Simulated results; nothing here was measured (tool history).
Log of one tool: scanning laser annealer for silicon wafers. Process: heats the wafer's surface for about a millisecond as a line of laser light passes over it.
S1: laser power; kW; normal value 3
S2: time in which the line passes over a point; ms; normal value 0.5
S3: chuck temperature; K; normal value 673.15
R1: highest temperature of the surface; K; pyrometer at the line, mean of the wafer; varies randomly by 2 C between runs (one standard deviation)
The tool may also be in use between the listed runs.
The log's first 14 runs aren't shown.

{"run": 15, "day": 35.508, "S1": 3, "S2": 0.5, "S3": 673.15, "R1": 1477.15}
{"run": 16, "day": 37.508, "S1": 3, "S2": 0.5, "S3": 673.15, "R1": 1480.15}
{"run": 17, "day": 40.754, "S1": 3, "S2": 0.5, "S3": 673.15, "R1": 1471.15}
{"run": 18, "day": 43.271, "S1": 3, "S2": 0.5, "S3": 673.15, "R1": 1478.15}
{"run": 19, "day": 45.396, "S1": 3, "S2": 0.5, "S3": 673.15, "R1": 1476.15}
{"run": 20, "day": 48.542, "S1": 3, "S2": 0.5, "S3": 673.15, "R1": 1474.15}
{"day": 50.292, "done": "window over the wafer cleaned"}
{"run": 21, "day": 50.454, "S1": 3, "S2": 0.5, "S3": 673.15, "R1": 1452.15}
{"run": 22, "day": 53.412, "S1": 3, "S2": 0.5, "S3": 673.15, "R1": 1450.15}
{"run": 23, "day": 55.108, "S1": 3, "S2": 0.5, "S3": 673.15, "R1": 1451.15}
{"day": 56.233, "done": "window over the wafer cleaned, once more"}
{"run": 24, "day": 57.488, "S1": 3, "S2": 0.607, "S3": 699.15, "R1": 1596.15}
{"run": 25, "day": 59.229, "S1": 3, "S2": 0.607, "S3": 699.15, "R1": 1593.15}
{"run": 26, "day": 61.879, "S1": 3, "S2": 0.607, "S3": 699.15, "R1": 1594.15}
{"run": 27, "day": 64.462, "S1": 3, "S2": 0.607, "S3": 699.15, "R1": 1587.15}
{"run": 28, "day": 67.004, "S1": 3, "S2": 0.607, "S3": 699.15, "R1": 1589.15}
{"run": 29, "day": 68.933, "S1": 2.568, "S2": 0.454, "S3": 673.15, "R1": 1331.15}
{"run": 30, "day": 70.512, "S1": 2.923, "S2": 0.454, "S3": 673.15, "R1": 1432.15}
{"run": 31, "day": 72.004, "S1": 3, "S2": 0.541, "S3": 652.15, "R1": 1495.15}
{"run": 32, "day": 74.933, "S1": 2.694, "S2": 0.444, "S3": 707.15, "R1": 1390.15}
{"run": 33, "day": 78.279, "S1": 2.899, "S2": 0.591, "S3": 710.15, "R1": 1549.15}
{"run": 34, "day": 81.612, "S1": 3.248, "S2": 0.409, "S3": 670.15, "R1": 1483.15}
{"run": 35, "day": 84.492, "S1": 3.248, "S2": 0.409, "S3": 670.15, "R1": 1480.15}
{"run": 36, "day": 87.1, "S1": 2.682, "S2": 0.409, "S3": 670.15, "R1": 1321.15}

What will run 37 give?
{"run": 37, "day": 89.175, "S1": 2.682, "S2": 0.409, "S3": 670.15, "R1": "?"}

Logged for run 37: R1 1319.15 K.
With the hidden condition absent and the run-to-run variation left alone, this run would have shown R1 1357.15 K.
